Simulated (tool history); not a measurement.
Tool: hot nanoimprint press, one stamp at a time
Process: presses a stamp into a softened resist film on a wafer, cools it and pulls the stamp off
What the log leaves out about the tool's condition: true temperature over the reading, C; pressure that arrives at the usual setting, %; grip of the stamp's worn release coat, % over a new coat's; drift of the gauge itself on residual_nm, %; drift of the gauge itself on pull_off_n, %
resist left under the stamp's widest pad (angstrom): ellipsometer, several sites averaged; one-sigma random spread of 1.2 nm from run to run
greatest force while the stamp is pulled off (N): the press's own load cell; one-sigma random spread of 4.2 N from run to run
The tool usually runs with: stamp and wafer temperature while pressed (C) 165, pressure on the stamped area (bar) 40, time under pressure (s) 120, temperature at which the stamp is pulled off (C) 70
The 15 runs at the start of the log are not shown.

run	day	stamp and wafer temperature while pressed (C)	pressure on the stamped area (bar)	time under pressure (s)	temperature at which the stamp is pulled off (C)	hours of work since the thermocouple was calibrated	imprints on the stamp's release coat	hours of work since the press's seals were changed	resist left under the stamp's widest pad (angstrom)	greatest force while the stamp is pulled off (N)
16	12.112	165	40	69	70	236	1510	861	2307	275
# day 12.533: stamp cleaned and given a new release coat
17	13.512	154	40	120	64	259	120	884	2539	227
18	14.571	175	40.9	156	70	279	250	904	1291	212
# day 14.938: plate thermocouple calibrated
19	15.583	158	28.3	114	73	12	358	921	2616	206
20	16.071	173	31.1	78	59	22	418	930	1976	264
21	16.842	173	31.1	78	72	37	513	945	1975	225
22	18.008	168	31.1	78	72	59	656	967	2236	224
23	18.867	168	31.1	78	72	75	761	984	2266	228
24	20.071	166	59	78	72	99	909	1007	1824	237
25	20.758	166	59	78	72	112	993	1020	1823	244
26	21.35	165	40	126	70	123	1066	1032	1883	257
27	21.904	165	40	126	70	134	1134	1042	1880	260
28	22.504	165	40	120	77	145	1207	1054	1908	229
29	23.05	162	60.8	120	70	156	1274	1064	1737	265
30	23.742	162	60.8	120	70	169	1359	1078	1753	265
31	24.35	171	43.7	68	70	181	1433	1089	1918	263

Each row is a separate what-if for the run after 31, all from the same tool condition, not one after another. Results?
A	24.925	170	24.9	120	70	192	1504	1100	?	?
B	24.925	171	47.4	68	76	192	1504	1100	?	?
C	24.925	171	52.5	105	57	192	1504	1100	?	?

run	resist left under the stamp's widest pad (angstrom)	greatest force while the stamp is pulled off (N)
A	2086	282
B	1863	256
C	1524	329
With the hidden condition removed and each run's random variation left untouched, the same runs would have given:
run	resist left under the stamp's widest pad (angstrom)	greatest force while the stamp is pulled off (N)
A	1994	205
B	1725	187
C	1396	240
